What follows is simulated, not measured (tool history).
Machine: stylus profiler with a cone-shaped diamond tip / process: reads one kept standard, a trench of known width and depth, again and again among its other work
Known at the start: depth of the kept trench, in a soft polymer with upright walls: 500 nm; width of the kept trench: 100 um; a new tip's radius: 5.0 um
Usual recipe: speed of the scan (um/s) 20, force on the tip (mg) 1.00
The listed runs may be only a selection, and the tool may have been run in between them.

run	hour	speed of the scan (um/s)	force on the tip (mg)	depth of the trench (Å)	width of the trench's floor (nm)
1	0.0	20	1.00	5033.7	95570
2	12.1	20	1.00	5031.1	95570
3	19.1	20	1.00	5034.5	95490
4	33.5	20	1.00	5032.7	95500
5	46.8	20	1.00	5032.9	95540
6	59.7	20	1.00	5033.5	95500
7	68.2	20	1.00	5032.7	95520
8	75.6	20	1.00	5031.6	95520
9	88.1	20	1.00	5035.0	95500
10	97.9	19	1.00	5032.1	95510
11	109.4	19	1.00	5032.4	95530
12	115.6	20	1.00	5036.2	95500
13	130.8	20	1.00	5032.4	95520
14	138.9	20	1.00	5033.6	95500
15	148.7	20	1.00	5036.4	95480
16	159.9	20	1.00	5034.9	95480
17	168.6	20	1.00	5034.2	95480
18	182.4	20	1.00	5031.9	95480
19	194.8	20	1.00	5035.2	95490
20	209.0	20	1.00	5033.6	95470
21	220.6	20	1.00	5034.5	95420
22	231.7	20	1.00	5035.1	95480
23	240.8	20	1.00	5036.1	95420
24	248.3	20	0.35	5020.2	95440
25	260.2	40	1.15	5039.0	95380
26	270.1	40	1.15	5040.3	95360
27	279.8	6	0.87	5034.7	95480
28	293.5	6	0.87	5033.1	95500
29	304.3	31	0.43	5022.8	95310
30	314.1	45	1.66	5050.1	95350
31	320.2	7	1.42	5041.9	95480
32	329.7	9	0.46	5020.0	95410
33	338.7	27	0.36	5017.6	95300
34	351.2	27	0.36	5017.1	95320
35	366.4	27	0.36	5018.9	95320
36	374.8	12	1.05	5038.7	95440
37	388.1	12	1.05	5038.2	95400
38	399.7	7	0.57	5024.7	95400
39	412.5	10	1.93	5055.7	95440
40	424.1	40	0.48	5024.3	95250
41	438.5	40	0.48	5022.6	95280
42	452.7	13	0.58	5026.0	95430
43	464.5	13	0.58	5026.5	95370
44	478.6	6	1.45	5046.9	95430
45	491.8	15	1.68	5049.8	95400
46	498.5	15	1.68	5053.5	95350
47	512.8	15	1.68	5052.4	95420

Measured less the same run without the tool's hidden state. The same run-to-run variation is in both; the gauge's scatter may not be:
Hidden state at play: radius of the tip, um; height scale over the true one, %; drift of the gauge itself on depth_nm, %; drift of the gauge itself on floor_um, %.
run	depth of the trench (Å)	width of the trench's floor (nm)
1	+0.1	-60
2	+0.2	-60
3	+0.3	-60
4	+0.4	-70
5	+0.6	-70
6	+0.7	-70
7	+0.8	-70
8	+0.8	-80
9	+0.9	-80
10	+1.1	-80
11	+1.2	-90
12	+1.3	-90
13	+1.4	-90
14	+1.4	-100
15	+1.6	-100
16	+1.7	-110
17	+1.8	-110
18	+1.9	-120
19	+2.1	-110
20	+2.2	-120
21	+2.3	-130
22	+2.5	-130
23	+2.5	-130
24	+2.6	-130
25	+2.7	-140
26	+2.8	-140
27	+2.9	-150
28	+3.1	-140
29	+3.2	-150
30	+3.2	-150
31	+3.3	-160
32	+3.3	-160
33	+3.4	-160
34	+3.6	-170
35	+3.8	-170
36	+3.8	-170
37	+4.0	-180
38	+4.1	-180
39	+4.2	-180
40	+4.3	-180
41	+4.5	-190
42	+4.7	-190
43	+4.8	-200
44	+5.0	-210
45	+5.0	-210
46	+5.1	-200
47	+5.2	-210
